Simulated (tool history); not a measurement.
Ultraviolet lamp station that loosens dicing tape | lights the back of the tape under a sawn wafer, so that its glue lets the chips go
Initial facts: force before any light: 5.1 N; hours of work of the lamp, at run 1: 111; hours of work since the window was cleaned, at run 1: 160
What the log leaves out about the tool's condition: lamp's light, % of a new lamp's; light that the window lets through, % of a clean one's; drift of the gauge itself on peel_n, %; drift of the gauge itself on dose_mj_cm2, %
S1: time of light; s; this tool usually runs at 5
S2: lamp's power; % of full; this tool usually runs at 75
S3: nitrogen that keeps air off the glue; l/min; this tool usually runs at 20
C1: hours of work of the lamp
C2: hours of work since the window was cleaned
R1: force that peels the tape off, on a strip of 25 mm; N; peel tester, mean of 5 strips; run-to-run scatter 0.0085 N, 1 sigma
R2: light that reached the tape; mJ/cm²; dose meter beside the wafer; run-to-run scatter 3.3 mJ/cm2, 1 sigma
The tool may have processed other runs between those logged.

Run 1, day 0: usual settings; C1 111; C2 160. Result: R1 0.396 N, R2 482 mJ/cm².
Run 2, day 1.029: usual settings but S2 78 % of full; C1 123; C2 172. Result: R1 0.375 N, R2 498 mJ/cm².
Run 3, day 1.921: usual settings but S2 78 % of full; C1 133; C2 182. Result: R1 0.378 N, R2 490 mJ/cm².
Run 4, day 2.962: usual settings but S1 9 s; C1 145; C2 194. Result: R1 0.096 N, R2 853 mJ/cm².
Run 5, day 3.433: usual settings but S1 9 s; C1 150; C2 199. Result: R1 0.102 N, R2 843 mJ/cm².
Run 6, day 3.933: usual settings but S1 9 s; C1 156; C2 205. Result: R1 0.092 N, R2 850 mJ/cm².
Run 7, day 4.571: usual settings but S1 9 s; C1 164; C2 212. Result: R1 0.1 N, R2 851 mJ/cm².
Run 8, day 5.4: usual settings but S1 9 s, S2 66 % of full; C1 173; C2 222. Result: R1 0.131 N, R2 742 mJ/cm².
Run 9, day 6.354: usual settings but S1 9 s, S2 66 % of full; C1 184; C2 233. Result: R1 0.153 N, R2 733 mJ/cm².
Run 10, day 7.1: usual settings but S1 9 s, S2 66 % of full; C1 193; C2 241. Result: R1 0.137 N, R2 735 mJ/cm².
Run 11, day 7.762: usual settings but S3 15 l/min; C1 200; C2 249. Result: R1 0.528 N, R2 461 mJ/cm².
Run 12, day 8.554: usual settings but S3 13 l/min; C1 209; C2 258. Result: R1 0.571 N, R2 454 mJ/cm².
Run 13, day 9.292: usual settings but S3 13 l/min; C1 218; C2 267. Result: R1 0.58 N, R2 460 mJ/cm².
Run 14, day 10.346: usual settings; C1 230; C2 279. Result: R1 0.442 N, R2 451 mJ/cm².
Run 15, day 10.929: usual settings; C1 237; C2 285. Result: R1 0.464 N, R2 447 mJ/cm².
Run 16, day 11.971: usual settings; C1 248; C2 297. Result: R1 0.465 N, R2 450 mJ/cm².
Run 17, day 12.838: usual settings; C1 258; C2 307. Result: R1 0.481 N, R2 448 mJ/cm².
Run 18, day 13.638: usual settings but S1 3 s; C1 268; C2 316. Result: R1 1.125 N, R2 268 mJ/cm².
Run 19, day 14.533: usual settings but S1 3 s; C1 278; C2 327. Result: R1 1.214 N, R2 267 mJ/cm².
Run 20, day 15.325: usual settings but S1 3 s; C1 287; C2 336. Result: R1 1.226 N, R2 266 mJ/cm².
Run 21, day 16.008: usual settings but S1 3 s; C1 295; C2 344. Result: R1 1.208 N, R2 262 mJ/cm².
Run 22, day 16.579: usual settings but S1 3 s; C1 301; C2 350. Result: R1 1.272 N, R2 264 mJ/cm².
Run 23, day 17.567: usual settings but S1 3 s; C1 313; C2 362. Result: R1 1.208 N, R2 265 mJ/cm².
Run 24, day 18.379: usual settings but S1 3 s; C1 322; C2 371. Result: R1 1.288 N, R2 260 mJ/cm².
Run 25, day 19.162: usual settings but S1 6 s, S2 81 % of full; C1 331; C2 380. Result: R1 0.288 N, R2 562 mJ/cm².
Run 26, day 19.767: usual settings but S1 6 s, S2 82 % of full, S3 13 l/min; C1 338; C2 387. Result: R1 0.358 N, R2 557 mJ/cm².
Run 27, day 20.242: usual settings but S1 3 s; C1 343; C2 392. Result: R1 1.332 N, R2 262 mJ/cm².
Run 28, day 20.808: usual settings but S1 7 s, S3 39 l/min; C1 350; C2 399. Result: R1 0.174 N, R2 600 mJ/cm².
Run 29, day 21.717: usual settings but S1 8 s, S2 73 % of full, S3 39 l/min; C1 360; C2 409. Result: R1 0.131 N, R2 660 mJ/cm².
Run 30, day 22.254: usual settings but S1 4 s, S2 79 % of full, S3 7 l/min; C1 366; C2 415. Result: R1 1.206 N, R2 355 mJ/cm².
Run 31, day 22.908: usual settings but S1 8 s; C1 374; C2 423. Result: R1 0.172 N, R2 675 mJ/cm².
Run 32, day 23.838: usual settings but S1 3 s, S2 99 % of full, S3 24 l/min; C1 385; C2 434. Result: R1 0.798 N, R2 332 mJ/cm².
Run 33, day 24.596: usual settings but S1 3 s, S2 73 % of full, S3 15 l/min; C1 393; C2 442. Result: R1 1.48 N, R2 246 mJ/cm².
Run 34, day 25.267: usual settings but S1 3 s, S2 73 % of full, S3 26 l/min; C1 401; C2 450. Result: R1 1.279 N, R2 243 mJ/cm².
Run 35, day 25.733: usual settings but S1 3 s, S2 76 % of full, S3 26 l/min; C1 406; C2 455. Result: R1 1.156 N, R2 255 mJ/cm².
Run 36, day 26.754: usual settings but S1 3 s, S2 76 % of full, S3 26 l/min; C1 418; C2 467. Result: R1 1.248 N, R2 249 mJ/cm².
Run 37, day 27.238: usual settings but S1 3 s, S2 67 % of full, S3 26 l/min; C1 424; C2 473. Result: R1 1.433 N, R2 225 mJ/cm².
Run 38, day 28: usual settings but S1 3 s, S2 67 % of full, S3 26 l/min; C1 432; C2 481. Result: R1 1.462 N, R2 220 mJ/cm².
Run 39, day 28.517: usual settings but S1 3 s, S2 67 % of full, S3 26 l/min; C1 438; C2 487. Result: R1 1.473 N, R2 222 mJ/cm².
Run 40, day 29.1: usual settings but S1 3 s, S2 65 % of full, S3 19 l/min; C1 445; C2 494. Result: R1 1.628 N, R2 210 mJ/cm².
Run 41, day 29.688: usual settings but S1 3 s, S2 65 % of full, S3 19 l/min; C1 452; C2 501. Result: R1 1.697 N, R2 213 mJ/cm².
Run 42, day 30.283: usual settings but S1 2 s, S2 94 % of full, S3 12 l/min; C1 459; C2 508. Result: R1 1.999 N, R2 203 mJ/cm².
Run 43, day 31.317: usual settings but S1 3 s, S2 71 % of full, S3 30 l/min; C1 470; C2 519. Result: R1 1.339 N, R2 231 mJ/cm².
Run 44, day 31.833: usual settings but S1 3 s, S2 62 % of full, S3 23 l/min; C1 476; C2 525. Result: R1 1.69 N, R2 201 mJ/cm².
Run 45, day 32.542: usual settings but S2 66 % of full, S3 12 l/min; C1 485; C2 533. Result: R1 0.965 N, R2 352 mJ/cm².

Table of differences, measured result less the result of that run with no hidden state. Run-to-run variation is the same in both. Gauge scatter possibly is not:
run      R1    R2
  1   +0.06   -34
  2  +0.061   -38
  3  +0.066   -40
  4  +0.015   -75
  5  +0.016   -77
  6  +0.016   -81
  7  +0.017   -83
  8  +0.029   -77
  9  +0.031   -81
 10  +0.031   -85
 11  +0.119   -55
 12  +0.128   -57
 13  +0.133   -59
 14  +0.114   -62
 15  +0.124   -63
 16  +0.129   -65
 17  +0.135   -68
 18  +0.227   -42
 19  +0.251   -44
 20  +0.259   -45
 21   +0.26   -47
 22  +0.277   -47
 23  +0.272   -48
 24  +0.298   -50
 25  +0.104  -110
 26  +0.134  -112
 27   +0.32   -53
 28  +0.066  -125
 29  +0.045  -143
 30  +0.318   -78
 31  +0.068  -151
 32  +0.264   -77
 33  +0.367   -57
 34  +0.355   -59
 35  +0.336   -62
 36   +0.37   -62
 37  +0.388   -57
 38  +0.403   -57
 39  +0.409   -58
 40  +0.424   -57
 41  +0.446   -58
 42  +0.465   -56
 43  +0.421   -65
 44  +0.462   -58
 45  +0.362  -104
